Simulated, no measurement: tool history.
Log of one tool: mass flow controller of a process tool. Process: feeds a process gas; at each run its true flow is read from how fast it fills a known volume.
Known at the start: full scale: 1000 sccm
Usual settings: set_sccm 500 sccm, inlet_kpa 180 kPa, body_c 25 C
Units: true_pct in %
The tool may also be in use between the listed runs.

run 1 day=0.000 | set_sccm=500 inlet_kpa=180 body_c=25 | true_pct=99.63
run 2 day=3.833 | set_sccm=500 inlet_kpa=180 body_c=25 | true_pct=99.68
run 3 day=7.962 | set_sccm=500 inlet_kpa=180 body_c=25 | true_pct=99.60
run 4 day=11.583 | set_sccm=500 inlet_kpa=180 body_c=25 | true_pct=99.82
run 5 day=15.192 | set_sccm=500 inlet_kpa=180 body_c=25 | true_pct=99.62
run 6 day=18.633 | set_sccm=500 inlet_kpa=180 body_c=39 | true_pct=101.16
run 7 day=22.321 | set_sccm=500 inlet_kpa=180 body_c=39 | true_pct=101.11
run 8 day=25.058 | set_sccm=500 inlet_kpa=180 body_c=25 | true_pct=99.66
run 9 day=28.508 | set_sccm=500 inlet_kpa=180 body_c=25 | true_pct=99.74
run 10 day=31.171 | set_sccm=500 inlet_kpa=180 body_c=25 | true_pct=99.76
run 11 day=33.346 | set_sccm=500 inlet_kpa=279 body_c=25 | true_pct=99.47
run 12 day=35.808 | set_sccm=500 inlet_kpa=181 body_c=25 | true_pct=99.88
run 13 day=38.650 | set_sccm=500 inlet_kpa=181 body_c=25 | true_pct=99.71
run 14 day=42.000 | set_sccm=500 inlet_kpa=210 body_c=25 | true_pct=99.71
run 15 day=45.579 | set_sccm=500 inlet_kpa=210 body_c=25 | true_pct=99.69
run 16 day=48.421 | set_sccm=549 inlet_kpa=180 body_c=25 | true_pct=99.76
run 17 day=51.842 | set_sccm=549 inlet_kpa=251 body_c=25 | true_pct=99.62
run 18 day=56.100 | set_sccm=549 inlet_kpa=251 body_c=25 | true_pct=99.65
run 19 day=58.354 | set_sccm=500 inlet_kpa=180 body_c=25 | true_pct=99.82
run 20 day=60.129 | set_sccm=138 inlet_kpa=180 body_c=25 | true_pct=100.13
run 21 day=63.488 | set_sccm=138 inlet_kpa=180 body_c=25 | true_pct=100.27
run 22 day=65.875 | set_sccm=500 inlet_kpa=180 body_c=25 | true_pct=99.86
run 23 day=69.183 | set_sccm=500 inlet_kpa=180 body_c=25 | true_pct=99.89
run 24 day=72.967 | set_sccm=500 inlet_kpa=180 body_c=25 | true_pct=99.93
run 25 day=76.325 | set_sccm=154 inlet_kpa=204 body_c=37 | true_pct=101.51
run 26 day=79.392 | set_sccm=154 inlet_kpa=199 body_c=37 | true_pct=101.55
run 27 day=82.188 | set_sccm=826 inlet_kpa=180 body_c=31 | true_pct=100.78
run 28 day=85.054 | set_sccm=905 inlet_kpa=180 body_c=25 | true_pct=100.28
run 29 day=89.392 | set_sccm=905 inlet_kpa=180 body_c=25 | true_pct=100.14
run 30 day=91.308 | set_sccm=405 inlet_kpa=236 body_c=39 | true_pct=101.29
run 31 day=95.538 | set_sccm=859 inlet_kpa=169 body_c=25 | true_pct=100.32
run 32 day=97.804 | set_sccm=859 inlet_kpa=169 body_c=25 | true_pct=100.30
run 33 day=102.033 | set_sccm=859 inlet_kpa=169 body_c=29 | true_pct=100.73
run 34 day=105.779 | set_sccm=180 inlet_kpa=179 body_c=29 | true_pct=100.66
run 35 day=108.321 | set_sccm=180 inlet_kpa=179 body_c=29 | true_pct=100.89
run 36 day=110.108 | set_sccm=107 inlet_kpa=222 body_c=29 | true_pct=101.42
run 37 day=112.592 | set_sccm=102 inlet_kpa=222 body_c=29 | true_pct=101.47
run 38 day=116.392 | set_sccm=127 inlet_kpa=265 body_c=35 | true_pct=101.72
run 39 day=118.775 | set_sccm=232 inlet_kpa=214 body_c=35 | true_pct=101.30
run 40 day=122.612 | set_sccm=232 inlet_kpa=214 body_c=35 | true_pct=101.19
run 41 day=126.138 | set_sccm=232 inlet_kpa=214 body_c=35 | true_pct=101.17
run 42 day=129.771 | set_sccm=186 inlet_kpa=221 body_c=36 | true_pct=101.51
run 43 day=131.883 | set_sccm=186 inlet_kpa=221 body_c=36 | true_pct=101.56
run 44 day=134.700 | set_sccm=228 inlet_kpa=180 body_c=39 | true_pct=101.89
run 45 day=137.875 | set_sccm=259 inlet_kpa=235 body_c=40 | true_pct=101.88
run 46 day=141.133 | set_sccm=120 inlet_kpa=260 body_c=24 | true_pct=100.87
run 47 day=144.129 | set_sccm=731 inlet_kpa=158 body_c=26 | true_pct=100.45

Hidden state or all else? Some run-to-run changes of true_pct, split into what the settings, what came in and random variation would give without the hidden state, and what is left for the hidden state (with any gauge scatter that isn't in both results):
The hidden state here: flow at rest that the sensor doesn't see, % of full scale; true flow over the shown one, %; drift of the gauge itself on true_pct, %.
Run 5 -> 6: body_c 25 -> 39. true_pct +1.54 %: hidden state +0.01, all else +1.53.
Run 7 -> 8: body_c 39 -> 25. true_pct -1.45 %: hidden state +0.01, all else -1.46.
Run 24 -> 25: set_sccm 500 -> 154, inlet_kpa 180 -> 204, body_c 25 -> 37. true_pct +1.58 %: hidden state +0.70, all else +0.88.
Run 33 -> 34: set_sccm 859 -> 180, inlet_kpa 169 -> 179. true_pct -0.07 %: hidden state +0.81, all else -0.88.
Run 45 -> 46: set_sccm 259 -> 120, inlet_kpa 235 -> 260, body_c 40 -> 24. true_pct -1.01 %: hidden state +1.04, all else -2.05.
Run 46 -> 47: set_sccm 120 -> 731, inlet_kpa 260 -> 158, body_c 24 -> 26. true_pct -0.42 %: hidden state -1.57, all else +1.15.
